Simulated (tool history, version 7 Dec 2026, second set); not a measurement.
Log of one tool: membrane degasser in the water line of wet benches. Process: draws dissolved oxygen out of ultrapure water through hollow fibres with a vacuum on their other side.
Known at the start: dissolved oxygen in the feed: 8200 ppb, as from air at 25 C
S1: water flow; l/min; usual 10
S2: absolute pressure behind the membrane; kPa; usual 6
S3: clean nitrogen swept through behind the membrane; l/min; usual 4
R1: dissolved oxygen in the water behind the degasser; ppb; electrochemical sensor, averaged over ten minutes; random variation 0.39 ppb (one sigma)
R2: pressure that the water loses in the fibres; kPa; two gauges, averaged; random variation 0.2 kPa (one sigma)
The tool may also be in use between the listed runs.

run,day,S1,S2,S3,R1,R2
1,0,10,6,4,25.4,46.62
2,2.3,10,6,4,25.5,46.58
3,4.233,10,9.08,4,44.7,46.83
4,8.029,10,9.08,4,44.4,46.52
5,11.892,10,9.08,4,45.6,47.07
6,15.05,10,6,4,25.2,46.48
7,18.454,10,6,4,25.2,46.93
8,21.038,10,12.57,4,67.2,46.7
9,23.533,10,12.57,4,66.7,46.69
10,27.017,10,6,4,26,46.88
11,30.008,7,6,4,15.4,33.12
12,31.962,7,6,4,15.4,32.65
13,35.754,9,6,4,22.1,42.32
14,39.779,9,6,4,21.9,42.15
15,42.304,6,6,11.66,5.3,28.15
16,45.208,10,9.43,11.52,21.7,46.58
17,48.888,11,7.66,9.79,23.5,51.02
18,51.912,11,4.08,9.62,12.9,51.95
19,54.183,11,4.08,9.62,13.2,51.65
20,57.8,8,13.17,4.65,48.9,37.26
21,59.638,12,9.41,4,61.1,55.93
22,63.688,12,9.41,4,61,56.37
23,66.233,12,9.41,4,61.2,56.61
24,68.6,13,7.35,2.85,65.4,60.78
25,71.008,7,12.58,4,45.7,33.12
26,72.962,7,12.58,4,45.6,32.97

3 ways to go on from here, each from the tool as it stands after run 26. What would each give?
A,76.65,7,4.56,4,?,?
B,76.65,10,4.4,3.53,?,?
C,76.65,11,6.02,4.23,?,?

run,R1,R2
A,9.4,32.81
B,17.3,47.17
C,29.6,51.72
Without the tool's hidden state the same runs would have given:
run,R1,R2
A,8.1,32.43
B,15.2,46.62
C,27.1,51.13
